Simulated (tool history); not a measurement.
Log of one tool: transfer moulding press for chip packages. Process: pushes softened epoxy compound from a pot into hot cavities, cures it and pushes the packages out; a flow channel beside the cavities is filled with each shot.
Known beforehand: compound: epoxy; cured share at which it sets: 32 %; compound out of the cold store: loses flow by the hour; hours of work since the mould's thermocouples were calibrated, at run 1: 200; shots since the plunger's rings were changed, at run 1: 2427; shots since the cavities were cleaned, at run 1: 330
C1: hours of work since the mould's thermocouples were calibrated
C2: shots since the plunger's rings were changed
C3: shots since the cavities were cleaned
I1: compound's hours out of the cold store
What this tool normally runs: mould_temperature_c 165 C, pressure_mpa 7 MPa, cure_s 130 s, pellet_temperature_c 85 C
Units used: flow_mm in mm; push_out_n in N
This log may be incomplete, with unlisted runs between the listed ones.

Run 1, hour 0: usual settings; C1 200; C2 2427; C3 330; I1 36.9. Result: flow_mm 457 mm, push_out_n 270 N.
Run 2, hour 4.2: usual settings; C1 202; C2 2454; C3 357; I1 35.7. Result: flow_mm 458 mm, push_out_n 279 N.
Run 3, hour 11.8: usual settings but pressure_mpa 7.47 MPa; C1 206; C2 2504; C3 407; I1 19.2. Result: flow_mm 520 mm, push_out_n 291 N.
Run 4, hour 17.5: usual settings but mould_temperature_c 172 C; C1 208; C2 2541; C3 444; I1 33. Result: flow_mm 450 mm, push_out_n 269 N.
Run 5, hour 26.6: usual settings but mould_temperature_c 172 C, cure_s 128 s; C1 213; C2 2601; C3 504; I1 9.5. Result: flow_mm 511 mm, push_out_n 291 N.
Run 6, hour 32.5: usual settings but mould_temperature_c 172 C, cure_s 128 s; C1 215; C2 2639; C3 542; I1 20.9. Result: flow_mm 484 mm, push_out_n 292 N.
Run 7, hour 37: usual settings but mould_temperature_c 172 C, cure_s 128 s; C1 217; C2 2669; C3 572; I1 25.2. Result: flow_mm 473 mm, push_out_n 295 N.
At hour 46.7: cavities cleaned with cleaning compound and waxed.
Run 8, hour 46.7: usual settings but mould_temperature_c 172 C, cure_s 128 s; C1 221; C2 2723; C3 0; I1 14.9. Result: flow_mm 494 mm, push_out_n 159 N.
Run 9, hour 55.8: usual settings but mould_temperature_c 172 C, pressure_mpa 5.24 MPa, cure_s 128 s; C1 225; C2 2782; C3 59; I1 43.7. Result: flow_mm 371 mm, push_out_n 184 N.
Run 10, hour 62.7: usual settings but mould_temperature_c 172 C, pressure_mpa 5.24 MPa, cure_s 128 s; C1 229; C2 2827; C3 104; I1 37.3. Result: flow_mm 386 mm, push_out_n 206 N.
Run 11, hour 67.3: usual settings but mould_temperature_c 172 C, pressure_mpa 5.24 MPa, cure_s 128 s; C1 231; C2 2857; C3 134; I1 31.5. Result: flow_mm 388 mm, push_out_n 208 N.
Run 12, hour 72.9: usual settings but mould_temperature_c 172 C, pressure_mpa 5.24 MPa, cure_s 128 s; C1 233; C2 2894; C3 171; I1 33.6. Result: flow_mm 397 mm, push_out_n 211 N.
Run 13, hour 81.7: usual settings but mould_temperature_c 172 C, pressure_mpa 5.24 MPa, cure_s 128 s; C1 237; C2 2952; C3 229; I1 15.1. Result: flow_mm 428 mm, push_out_n 254 N.
Run 14, hour 89.2: usual settings but mould_temperature_c 166 C, pressure_mpa 7.11 MPa, cure_s 135 s; C1 241; C2 3001; C3 278; I1 40.8. Result: flow_mm 452 mm, push_out_n 257 N.
Run 15, hour 97.2: usual settings but mould_temperature_c 166 C, pressure_mpa 7.11 MPa, cure_s 135 s; C1 244; C2 3053; C3 330; I1 28.9. Result: flow_mm 476 mm, push_out_n 256 N.
Run 16, hour 102.3: usual settings but mould_temperature_c 166 C, pressure_mpa 7.11 MPa, cure_s 135 s; C1 247; C2 3087; C3 364; I1 31.5. Result: flow_mm 468 mm, push_out_n 264 N.
Run 17, hour 109: usual settings but mould_temperature_c 172 C, pressure_mpa 8.74 MPa, cure_s 116 s, pellet_temperature_c 83 C; C1 250; C2 3130; C3 407; I1 11.6. Result: flow_mm 561 mm, push_out_n 282 N.
Run 18, hour 116.2: usual settings but mould_temperature_c 172 C, pressure_mpa 8.74 MPa, cure_s 116 s, pellet_temperature_c 83 C; C1 253; C2 3178; C3 455; I1 29. Result: flow_mm 512 mm, push_out_n 283 N.
Run 19, hour 121.7: usual settings but mould_temperature_c 166 C, pressure_mpa 5.4 MPa, cure_s 165 s, pellet_temperature_c 84 C; C1 256; C2 3213; C3 490; I1 29.8. Result: flow_mm 414 mm, push_out_n 271 N.
Run 20, hour 127.1: usual settings but mould_temperature_c 166 C, pressure_mpa 5.4 MPa, cure_s 165 s, pellet_temperature_c 84 C; C1 258; C2 3249; C3 526; I1 48. Result: flow_mm 379 mm, push_out_n 276 N.
Run 21, hour 134.6: usual settings but mould_temperature_c 166 C, pressure_mpa 5.4 MPa, cure_s 165 s, pellet_temperature_c 84 C; C1 262; C2 3298; C3 575; I1 35.7. Result: flow_mm 400 mm, push_out_n 291 N.
Run 22, hour 141.3: usual settings but mould_temperature_c 161 C, pressure_mpa 5.4 MPa, cure_s 165 s, pellet_temperature_c 83 C; C1 265; C2 3342; C3 619; I1 29.2. Result: flow_mm 418 mm, push_out_n 310 N.
At hour 143.4: cavities cleaned with cleaning compound and waxed.
Run 23, hour 148.4: usual settings but mould_temperature_c 168 C, pressure_mpa 8.58 MPa, cure_s 119 s, pellet_temperature_c 80 C; C1 267; C2 3379; C3 34; I1 42.8. Result: flow_mm 481 mm, push_out_n 184 N.
Run 24, hour 154.3: usual settings but mould_temperature_c 168 C, pressure_mpa 8.58 MPa, cure_s 119 s, pellet_temperature_c 80 C; C1 270; C2 3417; C3 72; I1 19.8. Result: flow_mm 539 mm, push_out_n 191 N.
Run 25, hour 159.2: usual settings but mould_temperature_c 168 C, pressure_mpa 8.58 MPa, cure_s 112 s, pellet_temperature_c 80 C; C1 272; C2 3449; C3 104; I1 11. Result: flow_mm 553 mm, push_out_n 224 N.

For each entry between runs, how does the tool's hidden state at the last listed run before it compare with that at the first listed run after it?
In the gap between runs 7 and 8: cavities cleaned with cleaning compound and waxed (hour 46.7)
  true mould temperature over the reading, C: 0.42 -> 0.43; pressure that reaches the compound, % of what is set: 89.4 -> 89.2; grip of the stained cavities, % over clean ones': 78 -> 1.2
  the result without the hidden state subtracted from the measured one, flow_mm: -28 -> -29 mm; push_out_n: +127 -> +2 N
In the gap between runs 22 and 23: cavities cleaned with cleaning compound and waxed (hour 143.4)
  true mould temperature over the reading, C: 0.54 -> 0.55; pressure that reaches the compound, % of what is set: 86.85 -> 86.7; grip of the stained cavities, % over clean ones': 81.7 -> 9.1
  the result without the hidden state subtracted from the measured one, flow_mm: -31 -> -37 mm; push_out_n: +134 -> +13 N
